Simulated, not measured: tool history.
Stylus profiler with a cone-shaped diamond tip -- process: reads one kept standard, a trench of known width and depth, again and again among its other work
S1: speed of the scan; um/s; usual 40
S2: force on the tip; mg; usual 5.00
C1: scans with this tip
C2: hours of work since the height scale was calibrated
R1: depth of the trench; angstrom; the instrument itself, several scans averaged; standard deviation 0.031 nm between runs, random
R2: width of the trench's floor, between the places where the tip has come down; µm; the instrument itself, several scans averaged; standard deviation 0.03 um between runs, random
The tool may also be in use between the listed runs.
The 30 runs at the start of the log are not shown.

{"run": 31, "hour": 654.7, "S1": 29, "S2": 3.51, "C1": 10432, "C2": 100, "R1": 1008.3, "R2": 97.93}
{"run": 32, "hour": 682.5, "S1": 42, "S2": 6.38, "C1": 10623, "C2": 122, "R1": 1012.5, "R2": 97.92}
{"run": 33, "hour": 706.6, "S1": 100, "S2": 6.28, "C1": 10789, "C2": 141, "R1": 1012.5, "R2": 97.85}
{"run": 34, "hour": 733.5, "S1": 17, "S2": 3.89, "C1": 10974, "C2": 163, "R1": 1009.3, "R2": 98.03}
{"run": 35, "hour": 750.9, "S1": 17, "S2": 3.89, "C1": 11094, "C2": 176, "R1": 1008.9, "R2": 97.88}
{"run": 36, "hour": 766.6, "S1": 31, "S2": 3.89, "C1": 11202, "C2": 189, "R1": 1009.1, "R2": 97.96}
{"run": 37, "hour": 779.0, "S1": 124, "S2": 2.07, "C1": 11287, "C2": 199, "R1": 1006.0, "R2": 97.67}
{"run": 38, "hour": 792.6, "S1": 42, "S2": 1.86, "C1": 11381, "C2": 210, "R1": 1005.7, "R2": 97.96}
{"run": 39, "hour": 821.1, "S1": 126, "S2": 6.78, "C1": 11577, "C2": 232, "R1": 1013.3, "R2": 97.8}
{"run": 40, "hour": 851.1, "S1": 126, "S2": 6.78, "C1": 11783, "C2": 256, "R1": 1013.3, "R2": 97.83}
{"run": 41, "hour": 879.9, "S1": 117, "S2": 4.61, "C1": 11982, "C2": 279, "R1": 1010.5, "R2": 97.8}
{"run": 42, "hour": 904.4, "S1": 48, "S2": 2.73, "C1": 12151, "C2": 298, "R1": 1007.5, "R2": 97.87}
{"run": 43, "hour": 917.9, "S1": 48, "S2": 2.73, "C1": 12243, "C2": 309, "R1": 1007.3, "R2": 97.96}
{"run": 44, "hour": 932.0, "S1": 63, "S2": 11.64, "C1": 12340, "C2": 320, "R1": 1019.2, "R2": 97.94}
{"run": 45, "hour": 956.7, "S1": 88, "S2": 6.01, "C1": 12511, "C2": 340, "R1": 1012.6, "R2": 97.9}
{"run": 46, "hour": 971.6, "S1": 11, "S2": 5.0, "C1": 12613, "C2": 352, "R1": 1010.5, "R2": 97.94}

What if the next run were any one of these 4? Each begins from the tool's condition after run 46:
{"run": "A", "hour": 996.3, "S1": 66, "S2": 7.39, "C1": 12783, "C2": 372, "R1": "?", "R2": "?"}
{"run": "B", "hour": 996.3, "S1": 90, "S2": 9.37, "C1": 12783, "C2": 372, "R1": "?", "R2": "?"}
{"run": "C", "hour": 996.3, "S1": 11, "S2": 1.73, "C1": 12783, "C2": 372, "R1": "?", "R2": "?"}
{"run": "D", "hour": 996.3, "S1": 46, "S2": 3.14, "C1": 12783, "C2": 372, "R1": "?", "R2": "?"}

run=A R1=1014.2 R2=97.94
run=B R1=1016.7 R2=97.92
run=C R1=1005.5 R2=97.94
run=D R1=1008.1 R2=97.99
The same runs, with their run-to-run variation unchanged, on a tool lacking any hidden condition would have given:
run=A R1=1014.2 R2=97.96
run=B R1=1016.7 R2=97.93
run=C R1=1005.5 R2=97.96
run=D R1=1008.0 R2=98.00
